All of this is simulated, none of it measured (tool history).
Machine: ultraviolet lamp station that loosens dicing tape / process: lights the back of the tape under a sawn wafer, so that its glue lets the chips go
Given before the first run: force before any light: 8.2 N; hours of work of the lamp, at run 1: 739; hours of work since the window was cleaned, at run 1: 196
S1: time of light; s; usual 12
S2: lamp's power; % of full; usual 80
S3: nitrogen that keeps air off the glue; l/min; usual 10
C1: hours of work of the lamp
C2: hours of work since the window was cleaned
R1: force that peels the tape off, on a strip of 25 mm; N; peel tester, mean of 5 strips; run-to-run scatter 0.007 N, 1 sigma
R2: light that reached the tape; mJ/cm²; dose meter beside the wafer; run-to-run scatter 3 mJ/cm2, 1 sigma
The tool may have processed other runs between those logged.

run     day  S1  S2  S3    C1   C2     R1   R2
  1   0.000  12  80  10   739  196  0.355  362
  2   1.800  12  78  10   769  226  0.389  346
  3   3.500  12  78  10   798  255  0.412  344
  4   5.742  12  78  10   835  292  0.417  332
  5   7.712  12  78  10   868  325  0.427  330
  6   8.850   7  80  10   888  345  1.209  197
     10.212  -- window cleaned of glue's vapour
  7  10.212   7  80  10   910    0  1.127  205
  8  11.962   7  80  10   939   29  1.205  203
  9  13.075   7  80  10   958   48  1.173  198
 10  14.571   7  80  10   983   73  1.201  197
 11  16.783  12  80  10  1020  110  0.409  338
 12  18.000  12  80  10  1041  131  0.412  332
 13  20.304  12  94  10  1079  169  0.305  389
 14  22.129  12  94  10  1110  200  0.318  385
 15  23.071  12  94  10  1126  216  0.318  383
 16  24.292  12  80   8  1146  236  0.528  323
 17  25.829  12  80   8  1172  262  0.547  320
 18  27.729  12  80   8  1204  294  0.555  315
 19  28.904  12  64   8  1224  314  0.867  249
 20  29.950  12  64   8  1241  331  0.900  250
 21  31.617  12  80  10  1269  359  0.479  308
     32.154  -- window cleaned of glue's vapour
 22  32.879  12  80  10  1290   12  0.454  318
 23  35.204  14  63  20  1329   51  0.375  293
 24  37.438   7  79  11  1367   89  1.351  177
 25  39.467   7  79  11  1401  123  1.398  175
 26  41.229   7  79  11  1430  152  1.416  171
 27  42.875  23  95  14  1458  180  0.174  682
 28  44.008  23  95  14  1477  199  0.167  675
 29  45.875  23  83   3  1508  230  0.313  588
 30  47.579  23  83   3  1537  259  0.331  573
 31  48.821  23  83   3  1558  280  0.332  574
 32  51.088  23  83   3  1596  318  0.336  559
 33  52.462  23  83   3  1619  341  0.344  555
     54.129  -- window cleaned of glue's vapour
 34  54.671  23  83   3  1655    9  0.320  582
 35  56.350  12  93  13  1684   37  0.351  331

Run 36 is up next; what results do you expect?
     57.829  -- lamp changed
 36  57.908  16  88   4   1  63   ?   ?

{"run 36": {"R1": 0.226, "R2": 645}}
With no hidden state in the tool, this same run would have given R1 0.222 N, R2 653 mJ/cm².
